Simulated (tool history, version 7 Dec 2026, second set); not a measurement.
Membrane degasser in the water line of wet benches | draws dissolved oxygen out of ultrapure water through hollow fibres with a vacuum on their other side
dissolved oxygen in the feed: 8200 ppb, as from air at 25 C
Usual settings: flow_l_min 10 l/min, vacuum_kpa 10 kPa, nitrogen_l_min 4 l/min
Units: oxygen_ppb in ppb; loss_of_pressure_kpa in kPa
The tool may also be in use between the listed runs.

run	hour	flow_l_min	vacuum_kpa	nitrogen_l_min	oxygen_ppb	loss_of_pressure_kpa
1	0	10	10	4	61.4	59.16
2	192.5	10	10	4	62.6	59.32
3	371.1	10	10	4	61.9	59.42
4	575.2	10	10	4	62.1	59.65
5	791.2	10	10	4	61.1	59.54
6	892.5	10	10	4	62.3	59.56
7	1105.1	10	10	4	62.1	59.54
8	1237.8	6	10.1	2.32	50.3	35.69
9	1387.2	10	10.1	8.1	40.6	59.49
10	1590	12	11.6	2.05	144.6	71.52
11	1700.3	6	14.9	6.29	35	35.63
12	1882.3	6	14.9	6.29	35.8	35.74
13	2025.8	12	10	7.65	54.1	71.64

3 ways to go on from here, each from the tool as it stands after run 13. What would each give?
# hour 2107.3: seals of the vacuum lines changed
A	2196.1	7	7.3	4	?	?
# hour 2107.3: seals of the vacuum lines changed
B	2196.1	13	13.9	7.65	?	?
# hour 2107.3: seals of the vacuum lines changed
C	2196.1	6	8.5	3.85	?	?

run	oxygen_ppb	loss_of_pressure_kpa
A	28.6	42.06
B	76.3	77.4
C	27.8	35.88
Without the tool's hidden state the same runs would have given:
run	oxygen_ppb	loss_of_pressure_kpa
A	28.6	41.59
B	76.2	76.55
C	27.7	35.48
